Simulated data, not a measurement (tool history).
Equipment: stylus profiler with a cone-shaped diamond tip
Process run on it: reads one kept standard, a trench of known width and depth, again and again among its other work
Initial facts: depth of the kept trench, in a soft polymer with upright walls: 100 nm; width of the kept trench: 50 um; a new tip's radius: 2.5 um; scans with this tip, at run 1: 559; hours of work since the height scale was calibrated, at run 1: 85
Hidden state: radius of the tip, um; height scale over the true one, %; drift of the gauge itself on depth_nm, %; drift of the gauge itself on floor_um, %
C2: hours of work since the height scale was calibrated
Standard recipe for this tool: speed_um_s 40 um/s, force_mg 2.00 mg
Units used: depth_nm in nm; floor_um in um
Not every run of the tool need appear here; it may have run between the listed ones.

{"run": 1, "hour": 0.0, "speed_um_s": 40, "force_mg": 2.0, "scans with this tip": 559, "C2": 85, "depth_nm": 101.17, "floor_um": 48.38}
{"run": 2, "hour": 10.6, "speed_um_s": 40, "force_mg": 2.0, "scans with this tip": 596, "C2": 90, "depth_nm": 101.08, "floor_um": 48.39}
{"run": 3, "hour": 30.6, "speed_um_s": 40, "force_mg": 2.0, "scans with this tip": 667, "C2": 101, "depth_nm": 101.19, "floor_um": 48.4}
{"run": 4, "hour": 48.6, "speed_um_s": 40, "force_mg": 2.0, "scans with this tip": 731, "C2": 111, "depth_nm": 101.25, "floor_um": 48.35}
{"run": 5, "hour": 70.6, "speed_um_s": 19, "force_mg": 2.0, "scans with this tip": 809, "C2": 123, "depth_nm": 101.18, "floor_um": 48.48}
{"run": 6, "hour": 90.6, "speed_um_s": 19, "force_mg": 2.0, "scans with this tip": 881, "C2": 133, "depth_nm": 101.1, "floor_um": 48.45}
{"run": 7, "hour": 110.3, "speed_um_s": 19, "force_mg": 2.0, "scans with this tip": 950, "C2": 144, "depth_nm": 101.22, "floor_um": 48.42}
{"run": 8, "hour": 130.9, "speed_um_s": 19, "force_mg": 2.0, "scans with this tip": 1024, "C2": 155, "depth_nm": 101.24, "floor_um": 48.43}
{"run": 9, "hour": 141.7, "speed_um_s": 40, "force_mg": 2.0, "scans with this tip": 1062, "C2": 161, "depth_nm": 101.2, "floor_um": 48.38}
{"run": 10, "hour": 164.9, "speed_um_s": 40, "force_mg": 2.0, "scans with this tip": 1145, "C2": 173, "depth_nm": 101.16, "floor_um": 48.35}
{"run": 11, "hour": 177.0, "speed_um_s": 40, "force_mg": 2.0, "scans with this tip": 1187, "C2": 180, "depth_nm": 101.16, "floor_um": 48.38}
{"run": 12, "hour": 188.5, "speed_um_s": 40, "force_mg": 2.0, "scans with this tip": 1228, "C2": 186, "depth_nm": 101.17, "floor_um": 48.33}
{"run": 13, "hour": 209.3, "speed_um_s": 40, "force_mg": 2.0, "scans with this tip": 1302, "C2": 197, "depth_nm": 101.18, "floor_um": 48.36}
{"run": 14, "hour": 233.2, "speed_um_s": 43, "force_mg": 2.0, "scans with this tip": 1387, "C2": 210, "depth_nm": 101.21, "floor_um": 48.36}
{"run": 15, "hour": 254.4, "speed_um_s": 32, "force_mg": 2.0, "scans with this tip": 1462, "C2": 221, "depth_nm": 101.16, "floor_um": 48.38}
{"run": 16, "hour": 269.0, "speed_um_s": 32, "force_mg": 2.0, "scans with this tip": 1514, "C2": 229, "depth_nm": 101.14, "floor_um": 48.37}
{"run": 17, "hour": 287.8, "speed_um_s": 40, "force_mg": 0.82, "scans with this tip": 1581, "C2": 239, "depth_nm": 100.59, "floor_um": 48.16}
{"run": 18, "hour": 297.4, "speed_um_s": 40, "force_mg": 0.82, "scans with this tip": 1615, "C2": 244, "depth_nm": 100.76, "floor_um": 48.24}
{"run": 19, "hour": 313.2, "speed_um_s": 40, "force_mg": 2.0, "scans with this tip": 1671, "C2": 253, "depth_nm": 101.28, "floor_um": 48.31}
{"run": 20, "hour": 328.7, "speed_um_s": 40, "force_mg": 2.0, "scans with this tip": 1727, "C2": 261, "depth_nm": 101.18, "floor_um": 48.33}
{"run": 21, "hour": 346.3, "speed_um_s": 40, "force_mg": 2.0, "scans with this tip": 1789, "C2": 271, "depth_nm": 101.18, "floor_um": 48.28}
{"run": 22, "hour": 369.3, "speed_um_s": 40, "force_mg": 2.0, "scans with this tip": 1871, "C2": 283, "depth_nm": 101.32, "floor_um": 48.3}
{"run": 23, "hour": 389.6, "speed_um_s": 40, "force_mg": 2.0, "scans with this tip": 1943, "C2": 294, "depth_nm": 101.32, "floor_um": 48.33}
{"run": 24, "hour": 404.3, "speed_um_s": 40, "force_mg": 2.0, "scans with this tip": 1995, "C2": 302, "depth_nm": 101.16, "floor_um": 48.29}
{"run": 25, "hour": 421.8, "speed_um_s": 40, "force_mg": 2.0, "scans with this tip": 2057, "C2": 311, "depth_nm": 101.15, "floor_um": 48.29}
{"run": 26, "hour": 443.3, "speed_um_s": 40, "force_mg": 2.0, "scans with this tip": 2134, "C2": 323, "depth_nm": 101.22, "floor_um": 48.25}
{"run": 27, "hour": 454.1, "speed_um_s": 29, "force_mg": 2.0, "scans with this tip": 2172, "C2": 329, "depth_nm": 101.1, "floor_um": 48.36}
{"run": 28, "hour": 469.8, "speed_um_s": 52, "force_mg": 2.23, "scans with this tip": 2228, "C2": 337, "depth_nm": 101.29, "floor_um": 48.24}
{"run": 29, "hour": 484.3, "speed_um_s": 79, "force_mg": 3.03, "scans with this tip": 2279, "C2": 345, "depth_nm": 101.65, "floor_um": 48.13}
{"hour": 486.4, "done": "height scale calibrated on a step standard"}
{"run": 30, "hour": 504.3, "speed_um_s": 79, "force_mg": 3.03, "scans with this tip": 2349, "C2": 10, "depth_nm": 101.61, "floor_um": 48.14}
{"run": 31, "hour": 517.5, "speed_um_s": 35, "force_mg": 5.17, "scans with this tip": 2395, "C2": 17, "depth_nm": 102.42, "floor_um": 48.4}
{"run": 32, "hour": 538.2, "speed_um_s": 35, "force_mg": 5.17, "scans with this tip": 2469, "C2": 28, "depth_nm": 102.3, "floor_um": 48.36}
{"run": 33, "hour": 559.1, "speed_um_s": 96, "force_mg": 0.96, "scans with this tip": 2543, "C2": 39, "depth_nm": 100.85, "floor_um": 47.81}
{"run": 34, "hour": 572.0, "speed_um_s": 96, "force_mg": 0.96, "scans with this tip": 2589, "C2": 46, "depth_nm": 100.7, "floor_um": 47.76}
{"run": 35, "hour": 588.4, "speed_um_s": 60, "force_mg": 1.43, "scans with this tip": 2647, "C2": 55, "depth_nm": 101.0, "floor_um": 48.13}
{"hour": 602.0, "done": "height scale calibrated on a step standard, once more"}
{"run": 36, "hour": 607.1, "speed_um_s": 16, "force_mg": 2.03, "scans with this tip": 2712, "C2": 3, "depth_nm": 101.25, "floor_um": 48.37}
{"run": 37, "hour": 628.5, "speed_um_s": 16, "force_mg": 2.03, "scans with this tip": 2788, "C2": 14, "depth_nm": 101.31, "floor_um": 48.36}
{"run": 38, "hour": 650.5, "speed_um_s": 69, "force_mg": 2.51, "scans with this tip": 2866, "C2": 26, "depth_nm": 101.55, "floor_um": 48.08}
{"run": 39, "hour": 665.0, "speed_um_s": 111, "force_mg": 1.3, "scans with this tip": 2918, "C2": 34, "depth_nm": 100.89, "floor_um": 47.84}
{"run": 40, "hour": 681.7, "speed_um_s": 14, "force_mg": 5.69, "scans with this tip": 2977, "C2": 43, "depth_nm": 102.5, "floor_um": 48.39}
{"run": 41, "hour": 701.5, "speed_um_s": 35, "force_mg": 0.78, "scans with this tip": 3047, "C2": 53, "depth_nm": 100.67, "floor_um": 48.14}
{"run": 42, "hour": 712.3, "speed_um_s": 31, "force_mg": 5.74, "scans with this tip": 3086, "C2": 59, "depth_nm": 102.51, "floor_um": 48.34}
{"run": 43, "hour": 731.2, "speed_um_s": 60, "force_mg": 2.0, "scans with this tip": 3153, "C2": 69, "depth_nm": 101.26, "floor_um": 48.16}
{"run": 44, "hour": 741.2, "speed_um_s": 19, "force_mg": 5.78, "scans with this tip": 3189, "C2": 75, "depth_nm": 102.47, "floor_um": 48.41}
{"run": 45, "hour": 752.6, "speed_um_s": 25, "force_mg": 1.18, "scans with this tip": 3229, "C2": 81, "depth_nm": 100.89, "floor_um": 48.24}
{"run": 46, "hour": 774.7, "speed_um_s": 25, "force_mg": 1.18, "scans with this tip": 3307, "C2": 93, "depth_nm": 100.91, "floor_um": 48.21}

Alternative continuations, all from the tool just after run 46; predict every row:
{"run": "A", "hour": 795.1, "speed_um_s": 117, "force_mg": 2.0, "scans with this tip": 3380, "C2": 104, "depth_nm": "?", "floor_um": "?"}
{"run": "B", "hour": 795.1, "speed_um_s": 97, "force_mg": 3.81, "scans with this tip": 3380, "C2": 104, "depth_nm": "?", "floor_um": "?"}
{"run": "C", "hour": 795.1, "speed_um_s": 22, "force_mg": 0.85, "scans with this tip": 3380, "C2": 104, "depth_nm": "?", "floor_um": "?"}

run=A depth_nm=101.21 floor_um=47.90
run=B depth_nm=101.89 floor_um=48.07
run=C depth_nm=100.75 floor_um=48.22
What these runs would have given with no unlogged condition in the tool:
run=A depth_nm=101.14 floor_um=48.09
run=B depth_nm=101.82 floor_um=48.26
run=C depth_nm=100.67 floor_um=48.41
